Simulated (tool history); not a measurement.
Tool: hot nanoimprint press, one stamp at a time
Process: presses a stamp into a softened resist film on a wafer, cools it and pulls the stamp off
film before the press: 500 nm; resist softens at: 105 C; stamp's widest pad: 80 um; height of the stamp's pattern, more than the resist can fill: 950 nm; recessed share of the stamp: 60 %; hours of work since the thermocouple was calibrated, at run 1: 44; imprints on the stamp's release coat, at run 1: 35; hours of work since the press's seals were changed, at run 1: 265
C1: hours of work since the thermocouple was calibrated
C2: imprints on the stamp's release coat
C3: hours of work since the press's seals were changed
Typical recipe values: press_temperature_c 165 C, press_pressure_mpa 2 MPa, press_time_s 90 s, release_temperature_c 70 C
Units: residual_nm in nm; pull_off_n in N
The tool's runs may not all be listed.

{"run": 1, "hour": 0.0, "press_temperature_c": 165, "press_pressure_mpa": 2, "press_time_s": 90, "release_temperature_c": 70, "C1": 44, "C2": 35, "C3": 265, "residual_nm": 228.6, "pull_off_n": 153}
{"run": 2, "hour": 10.4, "press_temperature_c": 165, "press_pressure_mpa": 2, "press_time_s": 90, "release_temperature_c": 70, "C1": 51, "C2": 76, "C3": 272, "residual_nm": 229.2, "pull_off_n": 158}
{"run": 3, "hour": 18.3, "press_temperature_c": 175, "press_pressure_mpa": 2, "press_time_s": 90, "release_temperature_c": 70, "C1": 56, "C2": 106, "C3": 277, "residual_nm": 156.7, "pull_off_n": 155}
{"run": 4, "hour": 29.1, "press_temperature_c": 165, "press_pressure_mpa": 2, "press_time_s": 90, "release_temperature_c": 70, "C1": 63, "C2": 148, "C3": 284, "residual_nm": 229.1, "pull_off_n": 150}
{"run": 5, "hour": 42.2, "press_temperature_c": 165, "press_pressure_mpa": 2, "press_time_s": 90, "release_temperature_c": 70, "C1": 72, "C2": 199, "C3": 293, "residual_nm": 230, "pull_off_n": 154}
{"run": 6, "hour": 53.4, "press_temperature_c": 165, "press_pressure_mpa": 2, "press_time_s": 173, "release_temperature_c": 70, "C1": 79, "C2": 242, "C3": 300, "residual_nm": 179.3, "pull_off_n": 159}
{"run": 7, "hour": 64.6, "press_temperature_c": 165, "press_pressure_mpa": 2, "press_time_s": 90, "release_temperature_c": 60, "C1": 87, "C2": 285, "C3": 308, "residual_nm": 229.7, "pull_off_n": 189}
{"run": 8, "hour": 73.3, "press_temperature_c": 165, "press_pressure_mpa": 2, "press_time_s": 138, "release_temperature_c": 60, "C1": 93, "C2": 319, "C3": 314, "residual_nm": 195.8, "pull_off_n": 201}
{"run": 9, "hour": 84.7, "press_temperature_c": 165, "press_pressure_mpa": 2, "press_time_s": 138, "release_temperature_c": 60, "C1": 100, "C2": 363, "C3": 321, "residual_nm": 195.1, "pull_off_n": 192}
{"run": 10, "hour": 90.3, "press_temperature_c": 165, "press_pressure_mpa": 2, "press_time_s": 138, "release_temperature_c": 60, "C1": 104, "C2": 385, "C3": 325, "residual_nm": 196, "pull_off_n": 197}
{"run": 11, "hour": 102.9, "press_temperature_c": 165, "press_pressure_mpa": 2, "press_time_s": 138, "release_temperature_c": 60, "C1": 112, "C2": 433, "C3": 333, "residual_nm": 196.7, "pull_off_n": 195}
{"run": 12, "hour": 114.7, "press_temperature_c": 165, "press_pressure_mpa": 2, "press_time_s": 138, "release_temperature_c": 60, "C1": 120, "C2": 479, "C3": 341, "residual_nm": 197.1, "pull_off_n": 203}
{"run": 13, "hour": 126.4, "press_temperature_c": 165, "press_pressure_mpa": 2, "press_time_s": 98, "release_temperature_c": 60, "C1": 128, "C2": 524, "C3": 349, "residual_nm": 225.7, "pull_off_n": 201}
{"run": 14, "hour": 136.2, "press_temperature_c": 165, "press_pressure_mpa": 2, "press_time_s": 90, "release_temperature_c": 70, "C1": 135, "C2": 562, "C3": 356, "residual_nm": 231.9, "pull_off_n": 163}
{"run": 15, "hour": 143.2, "press_temperature_c": 165, "press_pressure_mpa": 2, "press_time_s": 90, "release_temperature_c": 70, "C1": 139, "C2": 589, "C3": 360, "residual_nm": 230.6, "pull_off_n": 168}
{"run": 16, "hour": 154.9, "press_temperature_c": 165, "press_pressure_mpa": 2, "press_time_s": 90, "release_temperature_c": 70, "C1": 147, "C2": 635, "C3": 368, "residual_nm": 228.2, "pull_off_n": 171}
{"run": 17, "hour": 162.9, "press_temperature_c": 165, "press_pressure_mpa": 1.96, "press_time_s": 60, "release_temperature_c": 70, "C1": 153, "C2": 665, "C3": 374, "residual_nm": 268.3, "pull_off_n": 162}
{"run": 18, "hour": 169.9, "press_temperature_c": 174, "press_pressure_mpa": 2, "press_time_s": 50, "release_temperature_c": 58, "C1": 157, "C2": 693, "C3": 378, "residual_nm": 205.3, "pull_off_n": 212}
{"run": 19, "hour": 179.8, "press_temperature_c": 174, "press_pressure_mpa": 2, "press_time_s": 50, "release_temperature_c": 58, "C1": 164, "C2": 731, "C3": 385, "residual_nm": 205.4, "pull_off_n": 221}
{"run": 20, "hour": 191.8, "press_temperature_c": 174, "press_pressure_mpa": 2, "press_time_s": 50, "release_temperature_c": 59, "C1": 172, "C2": 777, "C3": 393, "residual_nm": 207.3, "pull_off_n": 213}
{"run": 21, "hour": 198.6, "press_temperature_c": 174, "press_pressure_mpa": 2, "press_time_s": 76, "release_temperature_c": 61, "C1": 176, "C2": 803, "C3": 397, "residual_nm": 181.2, "pull_off_n": 200}
{"run": 22, "hour": 207.9, "press_temperature_c": 174, "press_pressure_mpa": 2, "press_time_s": 76, "release_temperature_c": 61, "C1": 183, "C2": 839, "C3": 404, "residual_nm": 175.2, "pull_off_n": 199}
{"run": 23, "hour": 215.9, "press_temperature_c": 157, "press_pressure_mpa": 2.91, "press_time_s": 47, "release_temperature_c": 59, "C1": 188, "C2": 870, "C3": 409, "residual_nm": 324.5, "pull_off_n": 214}
{"run": 24, "hour": 225.2, "press_temperature_c": 165, "press_pressure_mpa": 1.33, "press_time_s": 90, "release_temperature_c": 70, "C1": 194, "C2": 906, "C3": 415, "residual_nm": 282, "pull_off_n": 174}
{"run": 25, "hour": 235.0, "press_temperature_c": 169, "press_pressure_mpa": 2, "press_time_s": 95, "release_temperature_c": 70, "C1": 201, "C2": 944, "C3": 422, "residual_nm": 196.9, "pull_off_n": 174}
{"run": 26, "hour": 243.7, "press_temperature_c": 158, "press_pressure_mpa": 2, "press_time_s": 55, "release_temperature_c": 70, "C1": 207, "C2": 978, "C3": 428, "residual_nm": 345.9, "pull_off_n": 171}
{"run": 27, "hour": 250.7, "press_temperature_c": 158, "press_pressure_mpa": 2, "press_time_s": 55, "release_temperature_c": 73, "C1": 211, "C2": 1005, "C3": 432, "residual_nm": 345.1, "pull_off_n": 164}
{"run": 28, "hour": 261.2, "press_temperature_c": 158, "press_pressure_mpa": 2, "press_time_s": 55, "release_temperature_c": 73, "C1": 218, "C2": 1045, "C3": 439, "residual_nm": 346.9, "pull_off_n": 161}
{"run": 29, "hour": 270.4, "press_temperature_c": 174, "press_pressure_mpa": 2, "press_time_s": 80, "release_temperature_c": 70, "C1": 224, "C2": 1081, "C3": 445, "residual_nm": 174.6, "pull_off_n": 169}

Here are 5 independent what-if runs from the current tool condition. What would each one return?
{"run": "A", "hour": 280.3, "press_temperature_c": 165, "press_pressure_mpa": 2, "press_time_s": 83, "release_temperature_c": 70, "C1": 231, "C2": 1119, "C3": 452, "residual_nm": "?", "pull_off_n": "?"}
{"run": "B", "hour": 280.3, "press_temperature_c": 166, "press_pressure_mpa": 2, "press_time_s": 104, "release_temperature_c": 57, "C1": 231, "C2": 1119, "C3": 452, "residual_nm": "?", "pull_off_n": "?"}
{"run": "C", "hour": 280.3, "press_temperature_c": 174, "press_pressure_mpa": 2.41, "press_time_s": 105, "release_temperature_c": 64, "C1": 231, "C2": 1119, "C3": 452, "residual_nm": "?", "pull_off_n": "?"}
{"run": "D", "hour": 280.3, "press_temperature_c": 154, "press_pressure_mpa": 2, "press_time_s": 49, "release_temperature_c": 69, "C1": 231, "C2": 1119, "C3": 452, "residual_nm": "?", "pull_off_n": "?"}
{"run": "E", "hour": 280.3, "press_temperature_c": 174, "press_pressure_mpa": 2, "press_time_s": 81, "release_temperature_c": 69, "C1": 231, "C2": 1119, "C3": 452, "residual_nm": "?", "pull_off_n": "?"}

run=A residual_nm=240.5 pull_off_n=173
run=B residual_nm=214 pull_off_n=224
run=C residual_nm=142.7 pull_off_n=198
run=D residual_nm=393.1 pull_off_n=181
run=E residual_nm=174.8 pull_off_n=177
Had the tool no hidden state, the same runs would have come out as:
run=A residual_nm=231.1 pull_off_n=152
run=B residual_nm=205.3 pull_off_n=198
run=C residual_nm=136.7 pull_off_n=174
run=D residual_nm=383.5 pull_off_n=159
run=E residual_nm=168 pull_off_n=156
